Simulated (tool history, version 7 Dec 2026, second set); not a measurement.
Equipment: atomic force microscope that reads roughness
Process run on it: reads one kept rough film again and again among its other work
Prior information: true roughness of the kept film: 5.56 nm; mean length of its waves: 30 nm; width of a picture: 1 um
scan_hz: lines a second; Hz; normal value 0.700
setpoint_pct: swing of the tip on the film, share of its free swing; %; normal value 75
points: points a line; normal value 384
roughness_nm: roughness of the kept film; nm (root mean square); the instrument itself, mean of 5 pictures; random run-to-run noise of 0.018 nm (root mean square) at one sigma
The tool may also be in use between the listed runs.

run,hour,scan_hz,setpoint_pct,points,roughness_nm
1,0.0,0.700,75,384,4.053
2,14.7,0.700,75,384,3.935
3,24.7,0.700,75,384,3.849
4,39.3,0.700,75,384,3.764
5,60.9,0.700,75,384,3.602
6,75.1,0.700,75,384,3.488
7,92.8,0.700,75,384,3.377
8,103.5,0.700,75,384,3.315
9,126.6,0.700,75,384,3.157
10,141.2,0.700,75,384,3.093
11,159.8,0.700,75,384,2.998
12,184.2,0.700,75,384,2.864
# hour 186.0: new tip fitted
13,195.6,0.700,75,384,4.319
14,217.3,0.700,75,384,4.051
15,232.8,0.700,75,384,3.969
16,255.2,0.700,75,384,3.780
17,277.5,0.700,75,384,3.601
18,301.4,1.111,77,656,3.289
19,313.4,1.111,77,656,3.217
20,328.1,2.084,59,1004,3.268
21,347.0,2.084,59,1004,3.134
22,370.3,2.084,59,404,3.010
23,389.2,0.981,62,474,2.999
# hour 400.6: new tip fitted
24,404.0,1.087,75,540,4.282
25,423.5,1.087,75,540,4.058
26,443.8,1.895,57,1022,4.026
27,457.2,1.895,58,336,3.873
28,475.0,0.776,67,336,3.784
29,488.6,0.776,67,336,3.656
30,502.1,0.757,67,562,3.601
31,524.3,0.757,67,562,3.459

Branching from run 31: 3 alternative next runs. What would each branch give?
A,543.6,0.757,67,836,?
B,543.6,0.757,67,798,?
C,543.6,1.971,63,650,?

run,roughness_nm
A,3.357
B,3.356
C,3.218
Take away the tool's hidden state, keep each run's random variation, and the runs would have read:
run,roughness_nm
A,4.562
B,4.560
C,4.372

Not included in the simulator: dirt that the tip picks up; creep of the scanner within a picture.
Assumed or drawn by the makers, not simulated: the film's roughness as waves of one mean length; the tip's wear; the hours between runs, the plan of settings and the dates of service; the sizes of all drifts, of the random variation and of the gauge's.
